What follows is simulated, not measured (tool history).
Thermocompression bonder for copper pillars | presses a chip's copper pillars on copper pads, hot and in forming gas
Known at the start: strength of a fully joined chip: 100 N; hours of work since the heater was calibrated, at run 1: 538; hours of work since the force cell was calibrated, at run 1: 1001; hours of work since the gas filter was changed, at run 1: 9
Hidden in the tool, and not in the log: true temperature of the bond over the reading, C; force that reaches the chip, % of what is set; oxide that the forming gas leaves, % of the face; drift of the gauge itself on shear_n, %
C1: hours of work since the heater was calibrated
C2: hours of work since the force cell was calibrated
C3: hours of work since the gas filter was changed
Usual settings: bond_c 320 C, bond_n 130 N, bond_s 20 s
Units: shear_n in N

Run 1, hour 0.0: usual settings; C1 538; C2 1001; C3 9. Result: shear_n 42.5 N.
Run 2, hour 45.1: usual settings but bond_s 14 s; C1 572; C2 1035; C3 43. Result: shear_n 36.9 N.
Run 3, hour 79.7: usual settings but bond_s 14 s; C1 598; C2 1060; C3 69. Result: shear_n 36.3 N.
At hour 85.8: force cell calibrated.
Run 4, hour 130.3: usual settings but bond_s 14 s; C1 634; C2 33; C3 105. Result: shear_n 34.6 N.
At hour 166.7: forming gas filter changed.
Run 5, hour 192.2: usual settings but bond_s 14 s; C1 680; C2 79; C3 19. Result: shear_n 35.9 N.
Run 6, hour 242.2: usual settings; C1 718; C2 116; C3 56. Result: shear_n 40.5 N.
Run 7, hour 303.3: usual settings; C1 763; C2 162; C3 102. Result: shear_n 39.4 N.
At hour 347.4: forming gas filter changed.
Run 8, hour 353.2: usual settings; C1 800; C2 199; C3 4. Result: shear_n 40.4 N.
Run 9, hour 397.1: usual settings; C1 833; C2 232; C3 37. Result: shear_n 40.3 N.
Run 10, hour 429.6: usual settings but bond_c 301 C, bond_n 145 N, bond_s 22 s; C1 857; C2 256; C3 61. Result: shear_n 36.2 N.
Run 11, hour 501.3: usual settings but bond_c 301 C, bond_n 145 N, bond_s 22 s; C1 911; C2 310; C3 115. Result: shear_n 35.1 N.
At hour 528.5: forming gas filter changed.
Run 12, hour 578.6: usual settings but bond_c 314 C, bond_n 99 N, bond_s 12 s; C1 968; C2 367; C3 37. Result: shear_n 22.1 N.
Run 13, hour 653.2: usual settings but bond_c 340 C, bond_n 78 N, bond_s 10 s; C1 1024; C2 423; C3 93. Result: shear_n 22.1 N.
Run 14, hour 703.2: usual settings but bond_c 340 C, bond_n 78 N, bond_s 10 s; C1 1061; C2 460; C3 130. Result: shear_n 21.8 N.
At hour 708.2: forming gas filter changed.
Run 15, hour 744.0: usual settings but bond_c 312 C, bond_n 116 N, bond_s 11 s; C1 1091; C2 490; C3 27. Result: shear_n 26.1 N.
Run 16, hour 784.1: usual settings but bond_n 145 N, bond_s 17 s; C1 1121; C2 520; C3 57. Result: shear_n 41.1 N.
Run 17, hour 861.0: usual settings but bond_n 145 N, bond_s 17 s; C1 1179; C2 577; C3 114. Result: shear_n 39.9 N.

How the hidden state differs across the entries between the runs, from the last listed run before each to the first after it:
Between runs 3 and 4: force cell calibrated (hour 85.8)
  true temperature of the bond over the reading, C: -3.4 -> -3.6; force that reaches the chip, % of what is set: 104.3 -> 100.2; oxide that the forming gas leaves, % of the face: 3.07 -> 4.43
  measured less the result without the state, shear_n: -1.0 -> -3.0 N
Between runs 4 and 5: forming gas filter changed (hour 166.7)
  true temperature of the bond over the reading, C: -3.6 -> -3.9; force that reaches the chip, % of what is set: 100.2 -> 100.4; oxide that the forming gas leaves, % of the face: 4.43 -> 1.25
  measured less the result without the state, shear_n: -3.0 -> -2.0 N
Between runs 7 and 8: forming gas filter changed (hour 347.4)
  true temperature of the bond over the reading, C: -4.5 -> -4.8; force that reaches the chip, % of what is set: 100.7 -> 100.8; oxide that the forming gas leaves, % of the face: 4.24 -> 0.69
  measured less the result without the state, shear_n: -3.6 -> -2.2 N
Between runs 11 and 12: forming gas filter changed (hour 528.5)
  true temperature of the bond over the reading, C: -5.5 -> -5.9; force that reaches the chip, % of what is set: 101.2 -> 101.4; oxide that the forming gas leaves, % of the face: 4.55 -> 2.03
  measured less the result without the state, shear_n: -3.9 -> -2.0 N
Between runs 14 and 15: forming gas filter changed (hour 708.2)
  true temperature of the bond over the reading, C: -6.5 -> -6.7; force that reaches the chip, % of what is set: 101.8 -> 101.9; oxide that the forming gas leaves, % of the face: 5.31 -> 1.52
  measured less the result without the state, shear_n: -2.7 -> -2.2 N
